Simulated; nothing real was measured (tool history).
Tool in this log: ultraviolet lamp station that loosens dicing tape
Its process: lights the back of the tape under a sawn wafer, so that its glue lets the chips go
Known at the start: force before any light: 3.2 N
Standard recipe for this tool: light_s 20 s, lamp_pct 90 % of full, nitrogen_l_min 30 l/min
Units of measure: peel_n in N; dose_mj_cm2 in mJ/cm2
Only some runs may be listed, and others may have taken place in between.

run	day	light_s	lamp_pct	nitrogen_l_min	peel_n	dose_mj_cm2
1	0.000	20	90	30	0.532	297
2	1.954	20	96	30	0.482	315
3	3.792	20	96	30	0.479	314
4	5.462	20	96	30	0.487	315
5	6.379	20	90	40	0.476	290
6	8.217	20	90	26	0.610	286
7	9.279	20	90	30	0.582	285
8	11.375	20	74	30	0.783	227
9	12.358	20	74	30	0.781	223
10	13.767	28	74	30	0.482	315
11	15.075	20	90	30	0.615	274
12	16.462	20	90	30	0.634	270

The next listed run, before its measurement:
13	18.046	20	90	30	?	?

peel_n: 0.645 N
dose_mj_cm2: 267 mJ/cm2
Had the tool carried no hidden state, the very same run would have given peel_n 0.356 N, dose_mj_cm2 390 mJ/cm2.

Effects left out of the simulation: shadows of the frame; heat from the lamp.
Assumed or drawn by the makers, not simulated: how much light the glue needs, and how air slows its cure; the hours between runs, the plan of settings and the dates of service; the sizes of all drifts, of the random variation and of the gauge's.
